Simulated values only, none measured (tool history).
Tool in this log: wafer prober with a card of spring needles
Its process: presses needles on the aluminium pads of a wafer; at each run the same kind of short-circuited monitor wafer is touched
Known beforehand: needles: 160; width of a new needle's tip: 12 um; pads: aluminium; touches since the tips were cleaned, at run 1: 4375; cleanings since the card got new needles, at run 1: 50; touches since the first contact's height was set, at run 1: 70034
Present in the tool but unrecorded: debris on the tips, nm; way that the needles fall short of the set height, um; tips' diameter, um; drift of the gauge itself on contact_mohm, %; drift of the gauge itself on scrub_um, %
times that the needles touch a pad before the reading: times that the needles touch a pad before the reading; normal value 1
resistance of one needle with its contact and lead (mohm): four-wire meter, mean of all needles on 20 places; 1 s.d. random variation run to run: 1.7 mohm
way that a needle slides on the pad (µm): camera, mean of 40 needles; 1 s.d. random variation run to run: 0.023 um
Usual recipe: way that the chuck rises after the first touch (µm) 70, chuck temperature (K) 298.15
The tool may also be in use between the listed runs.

run   hour  way that the chuck rises after the first touch (µm)  chuck temperature (K)  times that the needles touch a pad before the reading  touches since the tips were cleaned  cleanings since the card got new needles  touches since the first contact's height was set  resistance of one needle with its contact and lead (mohm)  way that a needle slides on the pad (µm)
  1    0.0                                                   70                 298.15                                                      1                                 4375                                        50                                             70034                                                        175                                     17.85
       3.7  -- tips cleaned on abrasive film
       4.0  -- height of the first contact set anew
      18.9  -- tips cleaned on abrasive film
      33.4  -- tips cleaned on abrasive film
  2   41.6                                                   70                 298.15                                                      1                                 2783                                        53                                             12755                                                        176                                     17.89
      47.9  -- tips cleaned on abrasive film
      63.8  -- tips cleaned on abrasive film
      78.7  -- tips cleaned on abrasive film
  3   85.7                                                   70                 298.15                                                      1                                 2399                                        56                                             27691                                                        179                                     17.94
      93.8  -- tips cleaned on abrasive film
     110.4  -- tips cleaned on abrasive film
     126.6  -- tips cleaned on abrasive film
  4  131.6                                                   70                 298.15                                                      1                                 1699                                        59                                             43227                                                        180                                     17.91
     141.5  -- tips cleaned on abrasive film
     157.3  -- tips cleaned on abrasive film
     171.9  -- tips cleaned on abrasive film
  5  171.9                                                   70                 298.15                                                      1                                    0                                        62                                             56887                                                        179                                     17.93
     189.0  -- tips cleaned on abrasive film
     204.0  -- tips cleaned on abrasive film
  6  204.7                                                   70                 298.15                                                      1                                  256                                        64                                             67991                                                        180                                     17.93
     216.9  -- height of the first contact set anew
     218.9  -- tips cleaned on abrasive film
     234.3  -- tips cleaned on abrasive film
  7  241.0                                                   70                 298.15                                                      1                                 2293                                        66                                              8135                                                        178                                     17.98
     250.8  -- tips cleaned on abrasive film
     265.8  -- tips cleaned on abrasive film
  8  274.2                                                   70                 298.15                                                      1                                 2833                                        68                                             19375                                                        180                                     18.00
     283.6  -- tips cleaned on abrasive film
     301.4  -- tips cleaned on abrasive film
  9  304.1                                                   70                 298.15                                                      1                                  917                                        70                                             29525                                                        178                                     18.00
     316.9  -- tips cleaned on abrasive film
     333.3  -- tips cleaned on abrasive film
 10  341.0                                                   70                 298.15                                                      1                                 2618                                        72                                             42007                                                        178                                     18.03
     348.2  -- tips cleaned on abrasive film
     364.2  -- tips cleaned on abrasive film
 11  377.0                                                   70                 298.15                                                      1                                 4363                                        74                                             54220                                                        179                                     18.02
     380.6  -- tips cleaned on abrasive film
     396.0  -- tips cleaned on abrasive film
 12  402.4                                                   70                 298.15                                                      1                                 2177                                        76                                             62826                                                        180                                     18.03
     412.5  -- tips cleaned on abrasive film
     427.5  -- tips cleaned on abrasive film
     427.8  -- height of the first contact set anew
 13  431.4                                                   70                 298.15                                                      1                                 1216                                        78                                              1216                                                        182                                     18.05
     445.7  -- tips cleaned on abrasive film
     462.7  -- tips cleaned on abrasive film
 14  466.1                                                   70                 298.15                                                      1                                 1163                                        80                                             12983                                                        183                                     18.05
     478.9  -- tips cleaned on abrasive film
 15  490.1                                                   70                 300.15                                                      1                                 3818                                        81                                             21123                                                        181                                     18.09
     493.4  -- tips cleaned on abrasive film
     509.0  -- tips cleaned on abrasive film
 16  516.6                                                   70                 311.15                                                      1                                 2623                                        83                                             30113                                                        181                                     18.06
     526.2  -- tips cleaned on abrasive film
     541.7  -- tips cleaned on abrasive film
 17  542.2                                                   70                 311.15                                                      1                                  196                                        85                                             38765                                                        184                                     18.09
     557.9  -- tips cleaned on abrasive film
 18  566.3                                                   70                 311.15                                                      1                                 2870                                        86                                             46933                                                        183                                     18.09
     573.5  -- tips cleaned on abrasive film
     588.8  -- tips cleaned on abrasive film
     606.5  -- tips cleaned on abrasive film
 19  611.0                                                   57                 303.15                                                      1                                 1530                                        89                                             62074                                                        184                                     14.73
     623.5  -- tips cleaned on abrasive film
     637.8  -- tips cleaned on abrasive film
     640.4  -- height of the first contact set anew
     653.5  -- tips cleaned on abrasive film
 20  655.3                                                   70                 368.15                                                      1                                  624                                        92                                              5030                                                        194                                     18.15
     668.8  -- tips cleaned on abrasive film
     685.0  -- tips cleaned on abrasive film
 21  687.9                                                   65                 307.15                                                      2                                  974                                        94                                             16081                                                        182                                     16.87
     699.7  -- tips cleaned on abrasive film
     717.0  -- tips cleaned on abrasive film
 22  717.0                                                   56                 397.15                                                      2                                    1                                        96                                             25922                                                        195                                     14.55
     727.5  -- gauge calibrated
     732.2  -- tips cleaned on abrasive film
 23  745.8                                                   56                 397.15                                                      2                                 4624                                        97                                             35712                                                        202                                     14.30
     748.4  -- tips cleaned on abrasive film
     763.6  -- tips cleaned on abrasive film
     780.3  -- tips cleaned on abrasive film
 24  781.7                                                   70                 345.15                                                      1                                  477                                       100                                             47850                                                        187                                     17.92
     797.0  -- tips cleaned on abrasive film
 25  809.8                                                   70                 345.15                                                      1                                 4361                                       101                                             57398                                                        189                                     17.87
     813.5  -- tips cleaned on abrasive film
     830.4  -- tips cleaned on abrasive film
     847.1  -- tips cleaned on abrasive film
     851.0  -- height of the first contact set anew
 26  853.7                                                   70                 345.15                                                      1                                 2161                                       104                                               946                                                        187                                     17.91
     862.0  -- tips cleaned on abrasive film
     877.8  -- tips cleaned on abrasive film
 27  887.5                                                   70                 307.15                                                      1                                 3303                                       106                                             12374                                                        181                                     17.97

Branching from run 27: 3 alternative next runs. What would each branch give?
     894.7  -- tips cleaned on abrasive film
     911.0  -- tips cleaned on abrasive film
  A  916.0                                                   83                 307.15                                                      1                                 1703                                       108                                             22025                                                          ?                                         ?
     894.7  -- tips cleaned on abrasive film
     911.0  -- tips cleaned on abrasive film
  B  916.0                                                   51                 325.15                                                      3                                 1703                                       108                                             22025                                                          ?                                         ?
     894.7  -- tips cleaned on abrasive film
     911.0  -- tips cleaned on abrasive film
  C  916.0                                                   70                 368.15                                                      1                                 1703                                       108                                             22025                                                          ?                                         ?

run  resistance of one needle with its contact and lead (mohm)  way that a needle slides on the pad (µm)
  A                                                        181                                     21.28
  B                                                        188                                     13.06
  C                                                        193                                     17.93
Had the tool no hidden state, the same runs would have come out as:
run  resistance of one needle with its contact and lead (mohm)  way that a needle slides on the pad (µm)
  A                                                        181                                     21.19
  B                                                        187                                     13.00
  C                                                        192                                     17.86

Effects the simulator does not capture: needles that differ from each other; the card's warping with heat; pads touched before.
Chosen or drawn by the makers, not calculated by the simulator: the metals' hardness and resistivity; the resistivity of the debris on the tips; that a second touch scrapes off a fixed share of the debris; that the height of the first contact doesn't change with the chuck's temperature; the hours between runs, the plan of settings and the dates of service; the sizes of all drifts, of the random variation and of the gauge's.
